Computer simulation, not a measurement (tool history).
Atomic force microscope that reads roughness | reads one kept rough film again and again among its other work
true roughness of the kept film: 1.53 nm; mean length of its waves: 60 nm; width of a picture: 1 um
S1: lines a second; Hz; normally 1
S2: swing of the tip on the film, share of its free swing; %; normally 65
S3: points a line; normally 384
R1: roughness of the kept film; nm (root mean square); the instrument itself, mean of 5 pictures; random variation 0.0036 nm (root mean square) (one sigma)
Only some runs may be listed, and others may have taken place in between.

| run | hour | S1 | S2 | S3 | R1 |
|---|---|---|---|---|---|
| 1 | 0.0 | 1 | 65 | 384 | 1.456 |
| 2 | 7.2 | 1 | 65 | 384 | 1.458 |
| 3 | 13.4 | 1 | 65 | 384 | 1.460 |
| 4 | 20.1 | 1 | 90 | 384 | 1.344 |
| 5 | 33.3 | 1 | 90 | 384 | 1.353 |
| 6 | 45.5 | 1 | 76 | 384 | 1.418 |
| 7 | 54.2 | 1 | 65 | 384 | 1.463 |
| 8 | 64.1 | 1 | 65 | 384 | 1.450 |
| 9 | 75.4 | 1 | 65 | 384 | 1.452 |
| 10 | 85.8 | 1 | 65 | 384 | 1.459 |
| 11 | 92.7 | 1 | 65 | 384 | 1.457 |
|  | 102.6 | new tip fitted |
| 12 | 102.6 | 1 | 65 | 384 | 1.459 |

Forecast run 13:
| 13 | 112.3 | 1 | 65 | 384 | ? |

Run 13 produced R1 1.457 nm (root mean square).
Take away the tool's hidden state, keep the run-to-run variation as it was, and the same run would have given R1 1.457 nm (root mean square).
